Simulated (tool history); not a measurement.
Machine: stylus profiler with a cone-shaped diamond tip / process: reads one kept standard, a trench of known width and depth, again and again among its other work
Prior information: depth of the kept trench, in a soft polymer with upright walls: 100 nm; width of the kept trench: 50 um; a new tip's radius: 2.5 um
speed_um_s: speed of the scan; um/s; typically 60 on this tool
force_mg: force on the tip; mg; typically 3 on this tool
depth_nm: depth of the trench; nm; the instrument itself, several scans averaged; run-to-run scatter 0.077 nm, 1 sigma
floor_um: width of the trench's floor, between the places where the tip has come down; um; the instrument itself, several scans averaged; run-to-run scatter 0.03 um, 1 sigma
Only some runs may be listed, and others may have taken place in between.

Run 1, hour 0: usual settings. Result: depth_nm 100.82 nm, floor_um 48.05 um.
Run 2, hour 57.7: usual settings. Result: depth_nm 100.91 nm, floor_um 47.98 um.
Run 3, hour 116.1: usual settings. Result: depth_nm 100.78 nm, floor_um 48.06 um.
Run 4, hour 213: usual settings. Result: depth_nm 100.9 nm, floor_um 48.02 um.
Run 5, hour 272.3: usual settings. Result: depth_nm 101 nm, floor_um 48.01 um.
Run 6, hour 350.4: usual settings but force_mg 2.46 mg. Result: depth_nm 100.91 nm, floor_um 48.02 um.
Run 7, hour 444.5: usual settings but speed_um_s 56 um/s. Result: depth_nm 101.1 nm, floor_um 48.04 um.
Run 8, hour 551.6: usual settings but speed_um_s 27 um/s. Result: depth_nm 100.92 nm, floor_um 48.01 um.
Run 9, hour 641.9: usual settings but speed_um_s 27 um/s. Result: depth_nm 101.02 nm, floor_um 48.06 um.
Run 10, hour 696: usual settings but speed_um_s 27 um/s. Result: depth_nm 101 nm, floor_um 48.08 um.
Run 11, hour 796.3: usual settings but speed_um_s 27 um/s. Result: depth_nm 101.03 nm, floor_um 48.07 um.
Run 12, hour 894.4: usual settings but speed_um_s 46 um/s. Result: depth_nm 101.04 nm, floor_um 47.97 um.
Run 13, hour 961.8: usual settings but speed_um_s 46 um/s. Result: depth_nm 101.06 nm, floor_um 47.99 um.
Run 14, hour 1021.6: usual settings. Result: depth_nm 100.93 nm, floor_um 47.94 um.
Run 15, hour 1128.2: usual settings. Result: depth_nm 101.11 nm, floor_um 47.85 um.
Run 16, hour 1226.8: usual settings but force_mg 6.62 mg. Result: depth_nm 101.69 nm, floor_um 47.97 um.
Run 17, hour 1274: usual settings but force_mg 8.93 mg. Result: depth_nm 101.84 nm, floor_um 47.98 um.
Run 18, hour 1355.7: usual settings but force_mg 1.8 mg. Result: depth_nm 100.82 nm, floor_um 47.8 um.
Run 19, hour 1406.8: usual settings but speed_um_s 129 um/s, force_mg 1.5 mg. Result: depth_nm 100.89 nm, floor_um 47.33 um.
Run 20, hour 1505.6: usual settings but speed_um_s 129 um/s, force_mg 1.5 mg. Result: depth_nm 100.92 nm, floor_um 47.34 um.
Run 21, hour 1551.7: usual settings but speed_um_s 126 um/s, force_mg 3.41 mg. Result: depth_nm 101.22 nm, floor_um 47.64 um.
Run 22, hour 1655.3: usual settings but speed_um_s 78 um/s, force_mg 1.34 mg. Result: depth_nm 100.76 nm, floor_um 47.61 um.
Run 23, hour 1741.2: usual settings but speed_um_s 176 um/s. Result: depth_nm 101.15 nm, floor_um 47.36 um.
Run 24, hour 1799.7: usual settings but speed_um_s 176 um/s. Result: depth_nm 101.26 nm, floor_um 47.36 um.
Run 25, hour 1884.5: usual settings but speed_um_s 176 um/s. Result: depth_nm 101.08 nm, floor_um 47.3 um.
Run 26, hour 1938.5: usual settings but speed_um_s 16 um/s, force_mg 7.56 mg. Result: depth_nm 101.9 nm, floor_um 47.99 um.
Run 27, hour 2023.2: usual settings but speed_um_s 16 um/s, force_mg 7.56 mg. Result: depth_nm 101.73 nm, floor_um 47.92 um.
Run 28, hour 2135.6: usual settings but speed_um_s 157 um/s, force_mg 7.69 mg. Result: depth_nm 101.74 nm, floor_um 47.59 um.
Run 29, hour 2227.1: usual settings but speed_um_s 49 um/s, force_mg 1.15 mg. Result: depth_nm 100.9 nm, floor_um 47.66 um.
Run 30, hour 2286.7: usual settings but speed_um_s 37 um/s, force_mg 5.5 mg. Result: depth_nm 101.65 nm, floor_um 47.82 um.

Below, some changes in depth_nm between adjacent runs. For each, the amount present without the hidden state too (settings, incoming material, random variation) and the amount remaining for the hidden state with gauge scatter not shared by both compared results:
Unlogged tool condition in this case: radius of the tip, um; height scale over the true one, %; drift of the gauge itself on depth_nm, %; drift of the gauge itself on floor_um, %.
Run 2 -> 3: nothing adjusted, nothing logged. depth_nm -0.13 nm: hidden state +0.02, all else -0.15.
Run 6 -> 7: speed_um_s 60 -> 56, force_mg 2.46 -> 3. depth_nm +0.19 nm: hidden state +0.02, all else +0.17.
Run 7 -> 8: speed_um_s 56 -> 27. depth_nm -0.18 nm: hidden state +0.02, all else -0.2.
Run 17 -> 18: force_mg 8.93 -> 1.8. depth_nm -1.02 nm: hidden state +0.01, all else -1.03.
Run 25 -> 26: speed_um_s 176 -> 16, force_mg 3 -> 7.56. depth_nm +0.82 nm: hidden state +0.01, all else +0.81.
Run 28 -> 29: speed_um_s 157 -> 49, force_mg 7.69 -> 1.15. depth_nm -0.84 nm: hidden state +0, all else -0.84.
